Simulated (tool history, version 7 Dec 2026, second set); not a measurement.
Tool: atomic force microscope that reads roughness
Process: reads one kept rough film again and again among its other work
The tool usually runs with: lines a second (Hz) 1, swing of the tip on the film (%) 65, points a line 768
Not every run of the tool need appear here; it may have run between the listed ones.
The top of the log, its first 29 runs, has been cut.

run,hour,lines a second (Hz),swing of the tip on the film (%),points a line,roughness of the kept film (nm (root mean square))
30,750.8,1.21,58,310,2.973
31,785.1,2.42,65,584,2.804
32,810,2.42,65,584,2.71
33,829.7,1,65,847,2.703
# hour 833.4: new tip fitted
34,858.6,1,65,847,3.479
35,873.8,1,65,847,3.434
36,909.1,1,65,847,3.207
37,933,1.14,58,339,3.127
38,967.8,1.14,58,631,2.995
39,988.2,1,80,334,2.813
40,1018.6,1,80,334,2.717

Below are 5 alternative next runs, each starting from the tool's condition after run 40. Predict each:
A,1036.5,1,65,496,?
B,1036.5,2.56,80,334,?
C,1036.5,3.13,88,768,?
D,1036.5,1,65,534,?
E,1036.5,0.61,80,809,?

run,roughness of the kept film (nm (root mean square))
A,2.702
B,2.52
C,2.405
D,2.718
E,2.692
With the hidden condition removed and each run's random variation left untouched, the same runs would have given:
run,roughness of the kept film (nm (root mean square))
A,3.639
B,3.392
C,3.236
D,3.657
E,3.624
